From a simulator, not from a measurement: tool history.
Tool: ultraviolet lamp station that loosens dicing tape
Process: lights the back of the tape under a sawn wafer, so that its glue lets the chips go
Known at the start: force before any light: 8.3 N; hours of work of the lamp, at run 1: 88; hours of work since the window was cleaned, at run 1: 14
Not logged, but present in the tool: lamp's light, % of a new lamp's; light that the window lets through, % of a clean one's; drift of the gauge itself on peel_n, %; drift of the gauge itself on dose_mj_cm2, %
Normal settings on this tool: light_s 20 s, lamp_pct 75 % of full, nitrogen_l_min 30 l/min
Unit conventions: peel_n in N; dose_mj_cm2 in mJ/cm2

run	day	light_s	lamp_pct	nitrogen_l_min	hours of work of the lamp	hours of work since the window was cleaned	peel_n	dose_mj_cm2
1	0.000	20	75	30	88	14	0.282	352
2	0.796	20	75	30	97	24	0.285	346
3	2.267	20	75	30	114	40	0.292	343
4	2.992	20	63	30	122	49	0.478	285
5	4.042	20	75	30	135	61	0.321	340
6	5.229	20	75	30	148	74	0.305	338
7	6.433	20	75	30	162	88	0.316	338
8	7.221	20	75	30	171	97	0.340	330
9	8.429	20	63	30	185	111	0.534	281
10	9.921	20	63	30	202	128	0.523	276
11	10.662	20	75	11	210	136	0.620	329
12	11.300	20	75	11	218	144	0.626	322
13	12.654	20	75	30	233	159	0.356	319
14	13.967	20	99	30	248	174	0.182	431
15	15.492	20	99	30	266	192	0.204	416
16	16.262	20	75	25	274	201	0.428	313
17	17.788	20	75	30	292	218	0.381	310
# day 17.900: window cleaned of glue's vapour
18	19.042	20	75	30	306	13	0.448	300
19	20.367	20	75	13	321	28	0.690	299
20	21.350	20	75	13	332	39	0.695	298
21	22.042	15	75	30	340	47	0.875	218
22	22.917	24	75	41	350	57	0.249	356
# day 23.383: window cleaned of glue's vapour, once more
23	24.096	13	70	30	364	8	1.156	190
24	24.888	30	65	58	373	17	0.167	402
25	25.833	17	94	30	383	28	0.330	330
26	27.125	17	80	10	398	43	0.976	272
27	28.396	33	61	32	413	57	0.199	403
28	29.242	33	61	32	422	67	0.188	407
29	30.504	15	63	32	437	81	1.177	182
30	31.596	15	63	32	449	94	1.186	182
31	32.521	26	70	30	460	105	0.282	356
32	33.750	26	70	30	474	119	0.284	354
33	34.754	20	75	36	486	130	0.427	288
34	36.004	34	75	30	500	144	0.142	477
35	37.504	30	71	40	517	162	0.190	406
36	38.838	30	71	40	532	177	0.185	395
37	39.908	30	71	40	545	189	0.192	392
38	40.596	16	65	26	552	197	1.216	190
39	41.533	16	92	26	563	208	0.622	268
40	42.479	34	75	30	574	219	0.156	460
41	43.458	20	90	25	585	230	0.385	320
42	44.838	24	92	16	601	246	0.320	394

Branching from run 42: 5 alternative next runs. What would each branch give?
A	45.742	20	75	16	611	256	?	?
B	45.742	33	63	38	611	256	?	?
C	45.742	39	94	43	611	256	?	?
D	45.742	12	76	16	611	256	?	?
E	45.742	20	71	30	611	256	?	?

run	peel_n	dose_mj_cm2
A	0.805	262
B	0.236	364
C	0.099	646
D	1.948	160
E	0.662	246
Without the tool's unlogged condition, the same runs would have read:
run	peel_n	dose_mj_cm2
A	0.339	377
B	0.123	523
C	0.094	927
D	1.061	230
E	0.267	354
